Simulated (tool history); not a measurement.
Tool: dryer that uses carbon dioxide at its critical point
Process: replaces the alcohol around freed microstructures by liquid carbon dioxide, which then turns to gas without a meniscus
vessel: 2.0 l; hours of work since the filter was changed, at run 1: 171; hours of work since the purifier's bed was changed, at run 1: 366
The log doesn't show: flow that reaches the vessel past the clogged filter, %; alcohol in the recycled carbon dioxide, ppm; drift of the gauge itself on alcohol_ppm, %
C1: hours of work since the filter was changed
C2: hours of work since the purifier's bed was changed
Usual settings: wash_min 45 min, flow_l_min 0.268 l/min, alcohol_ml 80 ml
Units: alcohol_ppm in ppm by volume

Run 1, hour 0.0: usual settings; C1 171; C2 366. Result: alcohol_ppm 375 ppm by volume.
Run 2, hour 31.0: usual settings; C1 181; C2 376. Result: alcohol_ppm 380 ppm by volume.
Run 3, hour 64.8: usual settings; C1 192; C2 388. Result: alcohol_ppm 414 ppm by volume.
Run 4, hour 87.3: usual settings; C1 200; C2 395. Result: alcohol_ppm 409 ppm by volume.
Run 5, hour 122.4: usual settings; C1 212; C2 407. Result: alcohol_ppm 428 ppm by volume.
Run 6, hour 146.0: usual settings but wash_min 49 min; C1 220; C2 415. Result: alcohol_ppm 297 ppm by volume.
Run 7, hour 166.0: usual settings but alcohol_ml 23 ml; C1 226; C2 421. Result: alcohol_ppm 147 ppm by volume.
Run 8, hour 188.1: usual settings but alcohol_ml 23 ml; C1 234; C2 429. Result: alcohol_ppm 155 ppm by volume.
Run 9, hour 213.7: usual settings but wash_min 29 min; C1 242; C2 437. Result: alcohol_ppm 2249 ppm by volume.
Run 10, hour 234.9: usual settings but wash_min 29 min; C1 249; C2 444. Result: alcohol_ppm 2188 ppm by volume.
Run 11, hour 262.6: usual settings; C1 258; C2 454. Result: alcohol_ppm 462 ppm by volume.
Run 12, hour 283.5: usual settings but wash_min 29 min; C1 265; C2 461. Result: alcohol_ppm 2285 ppm by volume.
Run 13, hour 317.8: usual settings but wash_min 29 min, alcohol_ml 76 ml; C1 277; C2 472. Result: alcohol_ppm 2150 ppm by volume.
Run 14, hour 352.2: usual settings but wash_min 34 min, flow_l_min 0.169 l/min, alcohol_ml 76 ml; C1 288; C2 483. Result: alcohol_ppm 4872 ppm by volume.
Run 15, hour 381.4: usual settings but wash_min 34 min, flow_l_min 0.169 l/min, alcohol_ml 76 ml; C1 298; C2 493. Result: alcohol_ppm 5041 ppm by volume.
Run 16, hour 398.8: usual settings but wash_min 55 min, flow_l_min 0.170 l/min, alcohol_ml 30 ml; C1 304; C2 499. Result: alcohol_ppm 582 ppm by volume.
At hour 402.9: inlet filter changed.
Run 17, hour 427.8: usual settings but wash_min 55 min, flow_l_min 0.446 l/min, alcohol_ml 30 ml; C1 8; C2 508. Result: alcohol_ppm 34 ppm by volume.
Run 18, hour 451.4: usual settings but wash_min 55 min, flow_l_min 0.446 l/min, alcohol_ml 30 ml; C1 16; C2 516. Result: alcohol_ppm 36 ppm by volume.
Run 19, hour 477.1: usual settings but wash_min 36 min, flow_l_min 0.446 l/min, alcohol_ml 30 ml; C1 25; C2 525. Result: alcohol_ppm 56 ppm by volume.
Run 20, hour 506.6: usual settings but wash_min 36 min, flow_l_min 0.446 l/min, alcohol_ml 30 ml; C1 35; C2 535. Result: alcohol_ppm 37 ppm by volume.
Run 21, hour 537.7: usual settings but wash_min 36 min, flow_l_min 0.446 l/min, alcohol_ml 30 ml; C1 45; C2 545. Result: alcohol_ppm 53 ppm by volume.

Some steps in alcohol_ppm between neighbouring runs. How much of each would the tool show without its hidden state too (settings, what came in, random variation), and how much is left for the hidden state, with any gauge scatter that isn't in both results?
Run 8 -> 9: wash_min 45 -> 29, alcohol_ml 23 -> 80. alcohol_ppm +2094 ppm by volume: hidden state +747, all else +1347.
Run 13 -> 14: wash_min 29 -> 34, flow_l_min 0.268 -> 0.169. alcohol_ppm +2722 ppm by volume: hidden state +722, all else +2000.
Run 15 -> 16: wash_min 34 -> 55, flow_l_min 0.169 -> 0.170, alcohol_ml 76 -> 30. alcohol_ppm -4459 ppm by volume: hidden state -1414, all else -3045.

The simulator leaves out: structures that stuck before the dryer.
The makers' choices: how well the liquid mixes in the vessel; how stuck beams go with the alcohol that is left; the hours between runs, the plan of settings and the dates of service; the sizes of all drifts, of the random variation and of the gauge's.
